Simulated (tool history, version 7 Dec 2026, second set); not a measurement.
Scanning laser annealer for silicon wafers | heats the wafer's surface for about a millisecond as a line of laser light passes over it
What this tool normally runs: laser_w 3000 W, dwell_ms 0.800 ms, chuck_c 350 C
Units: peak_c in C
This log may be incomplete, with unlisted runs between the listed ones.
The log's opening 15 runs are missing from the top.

| run | day | laser_w | dwell_ms | chuck_c | peak_c |
|---|---|---|---|---|---|
| 16 | 27.954 | 3000 | 0.800 | 350 | 1103 |
| 17 | 29.567 | 3000 | 0.800 | 350 | 1102 |
| 18 | 30.808 | 3000 | 0.800 | 350 | 1102 |
| 19 | 32.750 | 3000 | 0.800 | 350 | 1101 |
| 20 | 33.788 | 3000 | 0.800 | 350 | 1101 |
| 21 | 35.121 | 3260 | 0.800 | 346 | 1157 |
| 22 | 37.208 | 3260 | 0.800 | 365 | 1177 |
| 23 | 38.679 | 2775 | 0.621 | 357 | 964 |
| 24 | 40.138 | 3076 | 0.577 | 332 | 979 |
| 25 | 42.117 | 3000 | 0.800 | 387 | 1131 |
| 26 | 44.271 | 2605 | 0.800 | 367 | 1012 |
| 27 | 45.429 | 2605 | 0.800 | 367 | 1011 |
| 28 | 46.542 | 2909 | 0.781 | 353 | 1065 |
| 29 | 47.983 | 2721 | 0.771 | 358 | 1019 |
| 30 | 49.117 | 3153 | 0.755 | 350 | 1102 |
| 31 | 50.225 | 3153 | 0.755 | 350 | 1103 |
| 32 | 52.571 | 2825 | 0.901 | 347 | 1090 |
| 33 | 53.838 | 2825 | 0.901 | 347 | 1088 |
| 34 | 55.679 | 3040 | 0.800 | 322 | 1068 |
|  | 56.221 | optics aligned, line set to its width |
|  | 58.354 | window over the wafer cleaned |
| 35 | 58.375 | 2595 | 0.728 | 353 | 981 |
| 36 | 60.133 | 2595 | 0.728 | 353 | 981 |
| 37 | 62.642 | 2561 | 0.586 | 350 | 902 |
| 38 | 64.904 | 2561 | 0.586 | 350 | 897 |
| 39 | 66.788 | 3000 | 0.730 | 349 | 1073 |
| 40 | 68.012 | 3000 | 0.730 | 349 | 1072 |

Predict each of these 4 candidate next runs independently; none follows another, all start after run 40:
| A | 69.338 | 2650 | 0.664 | 349 | ? |
| B | 69.338 | 3150 | 0.894 | 327 | ? |
| C | 69.338 | 3000 | 0.562 | 382 | ? |
| D | 69.338 | 2551 | 0.813 | 352 | ? |

| run | peak_c |
|---|---|
| A | 956 |
| B | 1162 |
| C | 1011 |
| D | 1002 |
Had the tool no hidden state, the same runs would have come out as:
| run | peak_c |
|---|---|
| A | 968 |
| B | 1180 |
| C | 1024 |
| D | 1016 |
